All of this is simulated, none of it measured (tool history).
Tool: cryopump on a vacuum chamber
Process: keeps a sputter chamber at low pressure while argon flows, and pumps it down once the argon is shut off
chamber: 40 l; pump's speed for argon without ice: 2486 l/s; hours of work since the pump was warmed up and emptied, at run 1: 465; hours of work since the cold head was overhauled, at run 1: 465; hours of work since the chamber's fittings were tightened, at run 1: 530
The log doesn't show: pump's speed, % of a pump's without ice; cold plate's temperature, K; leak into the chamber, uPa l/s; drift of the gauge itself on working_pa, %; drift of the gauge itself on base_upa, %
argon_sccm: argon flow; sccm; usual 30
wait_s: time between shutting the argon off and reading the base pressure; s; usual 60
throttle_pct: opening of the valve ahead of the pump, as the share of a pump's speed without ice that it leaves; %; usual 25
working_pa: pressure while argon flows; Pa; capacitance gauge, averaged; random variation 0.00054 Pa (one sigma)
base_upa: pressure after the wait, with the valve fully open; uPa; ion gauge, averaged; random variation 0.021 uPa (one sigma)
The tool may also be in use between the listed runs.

run	hour	argon_sccm	wait_s	throttle_pct	hours of work since the pump was warmed up and emptied	hours of work since the cold head was overhauled	hours of work since the chamber's fittings were tightened	working_pa	base_upa
1	0.0	30	60	25	465	465	530	0.0844	0.70
2	15.7	30	60	25	477	477	542	0.0847	0.69
3	25.3	23	60	25	484	484	549	0.0647	0.69
4	34.9	23	60	25	491	491	556	0.0650	0.69
5	48.4	23	60	25	501	501	566	0.0655	0.68
6	65.3	23	60	25	513	513	579	0.0649	0.72
7	80.3	23	60	25	524	524	590	0.0647	0.72
8	87.5	23	60	25	530	530	595	0.0644	0.74
9	97.0	23	60	25	537	537	602	0.0651	0.72
10	109.5	30	60	25	546	546	611	0.0860	0.77
11	124.0	30	60	25	557	557	622	0.0860	0.76
12	136.3	30	60	25	566	566	631	0.0863	0.76
13	148.2	30	60	25	575	575	640	0.0856	0.77
14	156.5	30	60	25	581	581	646	0.0852	0.80
15	164.9	40	32	25	587	587	652	0.1137	1.02
16	179.2	38	106	25	597	597	663	0.1091	0.69
17	188.3	38	40	48	604	604	669	0.0598	0.92
18	202.8	38	40	48	615	615	680	0.0597	0.96
19	210.6	42	60	25	621	621	686	0.1201	0.85
20	226.7	42	60	25	632	632	698	0.1216	0.79
21	237.4	22	154	47	640	640	705	0.0354	0.72
22	245.2	22	201	47	646	646	711	0.0351	0.60
23	255.6	58	39	17	654	654	719	0.2404	0.95
24	269.7	31	35	16	664	664	729	0.1372	1.00
25	284.4	15	54	22	675	675	740	0.0489	0.85
26	292.3	15	118	21	681	681	746	0.0516	0.77
27	308.4	19	118	20	693	693	758	0.0681	0.75

5 ways to go on from here, each from the tool as it stands after run 27. What would each give?
A	317.6	24	95	19	699	699	765	?	?
B	317.6	35	60	25	699	699	765	?	?
C	317.6	13	60	25	699	699	765	?	?
D	317.6	24	149	25	699	699	765	?	?
E	317.6	19	126	49	699	699	765	?	?

run	working_pa	base_upa
A	0.0895	0.80
B	0.1014	0.92
C	0.0382	0.87
D	0.0701	0.78
E	0.0302	0.76
Without the tool's hidden state the same runs would have given:
run	working_pa	base_upa
A	0.0854	0.28
B	0.0953	0.41
C	0.0359	0.36
D	0.0659	0.26
E	0.0269	0.25
